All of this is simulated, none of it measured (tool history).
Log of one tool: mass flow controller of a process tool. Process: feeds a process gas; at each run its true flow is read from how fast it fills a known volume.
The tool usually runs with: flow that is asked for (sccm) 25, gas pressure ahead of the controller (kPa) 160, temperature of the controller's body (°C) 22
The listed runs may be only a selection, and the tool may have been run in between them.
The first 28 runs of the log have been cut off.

run,hour,flow that is asked for (sccm),gas pressure ahead of the controller (kPa),temperature of the controller's body (°C),hours of work since the controller was set to zero,hours of work since the controller was changed,true flow (%)
29,5467.3,25,156,22,2755,7764,95.23
30,5720.5,12,160,36,2894,7903,92.3
31,5897.9,12,213,34,2991,8000,92.16
32,6068.4,6,255,29,3085,8094,88.71
33,6304.7,6,277,29,3214,8223,88.36
34,6562.9,6,277,29,3356,8365,88.28
35,6689.8,32,149,34,3425,8434,95.11
36,6819.5,13,201,22,3496,8505,92.48
37,7000.2,17,153,22,3595,8604,93.39
38,7178.1,17,153,22,3693,8702,93.29
39,7323.1,25,160,27,3772,8781,94.45
40,7491.8,26,154,24,3865,8874,94.44
41,7672.6,26,154,24,3964,8973,94.47
42,7948.5,35,261,25,4115,9124,95.1
43,8164.9,5,160,22,4234,9243,85.06
44,8319,7,180,26,4318,9327,87.68
45,8432.3,16,180,37,4380,9389,91.64
46,8588.6,15,273,21,4466,9475,91.78
47,8847.1,15,273,21,4608,9617,91.71

Each row is a separate what-if for the run after 47, all from the same tool condition, not one after another. Results?
A,9118.6,9,172,22,4757,9765,?
B,9118.6,39,142,28,4757,9765,?
C,9118.6,17,253,36,4757,9765,?

run,true flow (%)
A,88.84
B,95.42
C,91.46
Had the tool no hidden state, the same runs would have come out as:
run,true flow (%)
A,97.41
B,99.3
C,97.16
